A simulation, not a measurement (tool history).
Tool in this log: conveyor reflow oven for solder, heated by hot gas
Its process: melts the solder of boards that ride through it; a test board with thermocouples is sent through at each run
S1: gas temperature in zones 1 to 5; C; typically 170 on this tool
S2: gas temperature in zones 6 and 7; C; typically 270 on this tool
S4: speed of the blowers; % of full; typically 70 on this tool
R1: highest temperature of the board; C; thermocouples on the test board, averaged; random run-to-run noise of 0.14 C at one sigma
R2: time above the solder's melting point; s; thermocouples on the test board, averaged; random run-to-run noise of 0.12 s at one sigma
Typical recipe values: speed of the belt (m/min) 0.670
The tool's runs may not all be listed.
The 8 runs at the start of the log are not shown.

run 9 hour=143.2 | S1=170 S2=263 speed_of_the_belt_(m/min)=0.772 S4=88 | R1=247.5 R2=37.9
run 10 hour=161.8 | S1=170 S2=263 speed_of_the_belt_(m/min)=0.772 S4=88 | R1=247.4 R2=38.0
run 11 hour=180.8 | S1=170 S2=270 speed_of_the_belt_(m/min)=0.670 S4=70 | R1=254.0 R2=47.9
-- hour=197.4 belt drive overhauled, speed set with a stopwatch
run 12 hour=202.6 | S1=170 S2=270 speed_of_the_belt_(m/min)=0.670 S4=70 | R1=253.3 R2=46.3
run 13 hour=226.2 | S1=170 S2=270 speed_of_the_belt_(m/min)=0.670 S4=70 | R1=253.3 R2=46.0
run 14 hour=245.3 | S1=183 S2=270 speed_of_the_belt_(m/min)=0.670 S4=70 | R1=255.6 R2=51.4
run 15 hour=269.1 | S1=170 S2=270 speed_of_the_belt_(m/min)=0.670 S4=70 | R1=253.3 R2=46.0
run 16 hour=283.1 | S1=170 S2=270 speed_of_the_belt_(m/min)=0.657 S4=79 | R1=256.2 R2=49.0
run 17 hour=308.3 | S1=170 S2=270 speed_of_the_belt_(m/min)=0.657 S4=79 | R1=256.4 R2=49.3
run 18 hour=325.8 | S1=170 S2=279 speed_of_the_belt_(m/min)=0.657 S4=74 | R1=263.0 R2=52.4
run 19 hour=344.8 | S1=170 S2=271 speed_of_the_belt_(m/min)=0.670 S4=69 | R1=253.9 R2=46.4
run 20 hour=356.2 | S1=176 S2=272 speed_of_the_belt_(m/min)=0.670 S4=69 | R1=255.8 R2=49.3
run 21 hour=367.6 | S1=163 S2=270 speed_of_the_belt_(m/min)=0.670 S4=67 | R1=251.1 R2=42.7
run 22 hour=379.4 | S1=163 S2=270 speed_of_the_belt_(m/min)=0.670 S4=86 | R1=256.4 R2=46.6
run 23 hour=398.1 | S1=163 S2=270 speed_of_the_belt_(m/min)=0.670 S4=86 | R1=255.9 R2=46.6
-- hour=406.1 flux residue cleaned out of gas plates and filters
run 24 hour=420.5 | S1=179 S2=270 speed_of_the_belt_(m/min)=0.670 S4=86 | R1=259.5 R2=52.8
run 25 hour=433.5 | S1=167 S2=277 speed_of_the_belt_(m/min)=0.670 S4=70 | R1=260.7 R2=49.5
run 26 hour=450.4 | S1=167 S2=277 speed_of_the_belt_(m/min)=0.670 S4=70 | R1=260.0 R2=49.5
run 27 hour=463.3 | S1=180 S2=270 speed_of_the_belt_(m/min)=0.651 S4=70 | R1=257.3 R2=53.5
run 28 hour=475.4 | S1=170 S2=263 speed_of_the_belt_(m/min)=0.638 S4=70 | R1=250.1 R2=47.3
run 29 hour=496.4 | S1=170 S2=263 speed_of_the_belt_(m/min)=0.638 S4=70 | R1=250.4 R2=47.2
run 30 hour=509.1 | S1=161 S2=263 speed_of_the_belt_(m/min)=0.638 S4=52 | R1=242.5 R2=37.6

Branching from run 30: 3 alternative next runs. What would each branch give?
run A hour=525.9 | S1=161 S2=267 speed_of_the_belt_(m/min)=0.766 S4=52 | R1=? R2=?
run B hour=525.9 | S1=170 S2=260 speed_of_the_belt_(m/min)=0.742 S4=88 | R1=? R2=?
run C hour=525.9 | S1=174 S2=263 speed_of_the_belt_(m/min)=0.638 S4=52 | R1=? R2=?

run=A R1=237.8 R2=25.8
run=B R1=247.1 R2=38.7
run=C R1=245.4 R2=43.8
Take away the tool's hidden state, keep each run's random variation, and the runs would have read:
run=A R1=236.2 R2=24.2
run=B R1=245.4 R2=37.5
run=C R1=243.7 R2=42.1
